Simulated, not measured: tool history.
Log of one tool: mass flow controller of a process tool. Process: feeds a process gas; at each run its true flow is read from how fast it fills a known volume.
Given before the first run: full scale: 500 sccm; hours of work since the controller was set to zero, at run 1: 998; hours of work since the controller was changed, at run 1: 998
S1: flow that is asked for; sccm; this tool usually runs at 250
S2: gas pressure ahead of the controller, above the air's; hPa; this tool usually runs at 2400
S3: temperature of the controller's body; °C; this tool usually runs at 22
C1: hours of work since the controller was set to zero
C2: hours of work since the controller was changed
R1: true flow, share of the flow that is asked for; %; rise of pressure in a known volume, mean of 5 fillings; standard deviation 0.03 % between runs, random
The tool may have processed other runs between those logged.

run	hour	S1	S2	S3	C1	C2	R1
1	0.0	250	2400	22	998	998	99.39
2	67.2	250	2400	23	1029	1029	99.42
3	102.7	250	2400	23	1045	1045	99.39
4	177.6	250	2400	23	1079	1079	99.37
5	233.7	77	2400	22	1104	1104	98.27
6	308.7	77	2400	22	1138	1138	98.29
7	345.9	125	2400	22	1155	1155	98.73
8	421.3	250	2400	22	1189	1189	99.32
9	465.1	250	2400	22	1209	1209	99.35
10	520.5	250	2400	22	1234	1234	99.30
11	554.4	250	2400	22	1250	1250	99.34
12	624.8	250	2400	22	1282	1282	99.38
13	662.3	250	2400	24	1299	1299	99.46
14	720.8	250	2400	40	1325	1325	100.48
15	758.3	250	2400	40	1342	1342	100.51
16	836.7	250	2400	40	1378	1378	100.49
17	901.1	250	1590	40	1407	1407	100.24
18	941.2	250	2400	39	1426	1426	100.52
19	992.9	250	2400	39	1449	1449	100.44
20	1060.9	362	2620	27	1480	1480	100.11
21	1095.6	362	2620	35	1496	1496	100.68
22	1144.6	362	2620	35	1518	1518	100.62
23	1217.5	256	2130	21	1551	1551	99.20
24	1267.2	81	2400	32	1574	1574	98.86
25	1327.7	419	2400	38	1601	1601	100.91
26	1404.3	57	2680	38	1636	1636	98.75
27	1469.7	57	2680	38	1666	1666	98.69
28	1513.4	314	2120	38	1685	1685	100.52
29	1550.1	250	1450	22	1702	1702	99.02
30	1621.5	250	2590	39	1735	1735	100.56
31	1679.2	250	1910	26	1761	1761	99.43
32	1746.2	326	2400	22	1791	1791	99.61
33	1808.0	326	2400	22	1819	1819	99.56
34	1875.5	326	1760	25	1850	1850	99.65
35	1946.9	326	1760	25	1882	1882	99.60
36	2023.3	326	1760	25	1917	1917	99.52
37	2098.8	183	1760	21	1951	1951	98.69

Table of differences, measured result less the result of that run with no hidden state. Run-to-run variation is the same in both. Gauge scatter possibly is not:
Hidden conditions of the tool in this case: flow at rest that the sensor doesn't see, % of full scale; true flow over the shown one, %; drift of the gauge itself on true_pct, %.
run	R1
1	-0.07
2	-0.07
3	-0.07
4	-0.07
5	-0.73
6	-0.74
7	-0.37
8	-0.07
9	-0.07
10	-0.07
11	-0.07
12	-0.07
13	-0.07
14	-0.07
15	-0.08
16	-0.07
17	-0.07
18	-0.07
19	-0.07
20	+0.05
21	+0.04
22	+0.04
23	-0.06
24	-0.88
25	+0.09
26	-1.42
27	-1.44
28	+0.01
29	-0.07
30	-0.07
31	-0.07
32	+0.03
33	+0.03
34	+0.03
35	+0.03
36	+0.04
37	-0.24
